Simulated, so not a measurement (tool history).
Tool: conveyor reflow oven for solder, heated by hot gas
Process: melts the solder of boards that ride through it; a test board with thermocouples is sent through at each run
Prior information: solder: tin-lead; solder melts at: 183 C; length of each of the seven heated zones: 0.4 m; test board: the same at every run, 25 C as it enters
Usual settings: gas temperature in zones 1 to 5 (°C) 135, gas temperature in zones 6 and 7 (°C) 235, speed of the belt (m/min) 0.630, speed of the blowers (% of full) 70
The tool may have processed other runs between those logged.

run     day  gas temperature in zones 1 to 5 (°C)  gas temperature in zones 6 and 7 (°C)  speed of the belt (m/min)  speed of the blowers (% of full)  highest temperature of the board (°C)  time above the solder's melting point (s)
  1   0.000                                   135                                    235                      0.630                                70                                  214.3                                       52.6
  2   0.558                                   135                                    235                      0.630                                70                                  214.4                                       52.4
  3   1.042                                   145                                    235                      0.630                                70                                  216.1                                       57.5
      1.338  -- flux residue cleaned out of gas plates and filters
  4   1.617                                   135                                    235                      0.630                                70                                  216.8                                       55.1
  5   2.100                                   135                                    235                      0.630                                70                                  216.3                                       55.4
  6   2.517                                   135                                    235                      0.630                                70                                  215.6                                       55.3
  7   2.962                                   135                                    244                      0.630                                70                                  223.5                                       60.2
  8   3.492                                   135                                    244                      0.630                                70                                  223.3                                       60.8
  9   3.892                                   135                                    244                      0.630                                70                                  223.5                                       59.9
 10   4.292                                   135                                    244                      0.630                                70                                  222.7                                       60.0
 11   4.742                                   135                                    244                      0.630                                70                                  223.8                                       60.0
 12   5.275                                   130                                    235                      0.630                                70                                  214.5                                       52.8
 13   5.654                                   135                                    235                      0.630                                70                                  215.4                                       54.2
 14   5.904                                   135                                    235                      0.630                                70                                  215.5                                       54.6
 15   6.471                                   142                                    247                      0.680                                65                                  223.5                                       57.7
 16   6.925                                   135                                    225                      0.702                                70                                  204.8                                       37.4
 17   7.275                                   134                                    235                      0.603                                70                                  216.5                                       57.7
 18   7.608                                   135                                    235                      0.637                                70                                  215.5                                       53.8
 19   7.975                                   140                                    235                      0.637                                89                                  219.8                                       59.7
 20   8.375                                   132                                    235                      0.632                                70                                  214.7                                       53.0
 21   8.879                                   124                                    243                      0.662                                64                                  216.3                                       48.8
 22   9.267                                   125                                    235                      0.520                                70                                  220.4                                       67.7
 23   9.658                                   135                                    247                      0.607                                70                                  226.7                                       65.1
 24  10.042                                   135                                    247                      0.607                                70                                  226.7                                       65.3
 25  10.458                                   139                                    235                      0.509                                61                                  220.5                                       75.3
 26  10.762                                   136                                    228                      0.642                                81                                  212.2                                       49.8
 27  11.171                                   135                                    223                      0.524                                70                                  210.8                                       62.3

Each run again, without the hidden state but with its own random variation kept:
Unlogged tool condition in this case: heat that the gas passes to the board, % of a clean oven's; belt's true speed, % of the reading; true gas temperature in zones 6 and 7 over the reading, C; drift of the gauge itself on peak_c, C; drift of the gauge itself on liquid_s, %.
run  highest temperature of the board (°C)  time above the solder's melting point (s)
  1                                  217.0                                       55.2
  2                                  217.1                                       55.0
  3                                  218.6                                       59.7
  4                                  217.2                                       55.4
  5                                  216.8                                       55.6
  6                                  216.2                                       55.7
  7                                  224.0                                       60.5
  8                                  223.9                                       61.0
  9                                  224.1                                       60.2
 10                                  223.4                                       60.3
 11                                  224.5                                       60.4
 12                                  215.2                                       53.3
 13                                  216.2                                       54.7
 14                                  216.3                                       55.1
 15                                  224.4                                       58.0
 16                                  205.6                                       38.2
 17                                  217.3                                       58.3
 18                                  216.4                                       54.4
 19                                  220.7                                       60.2
 20                                  215.6                                       53.7
 21                                  217.4                                       49.5
 22                                  221.4                                       68.4
 23                                  227.8                                       65.6
 24                                  227.8                                       65.8
 25                                  221.5                                       75.9
 26                                  213.3                                       50.8
 27                                  211.8                                       63.3
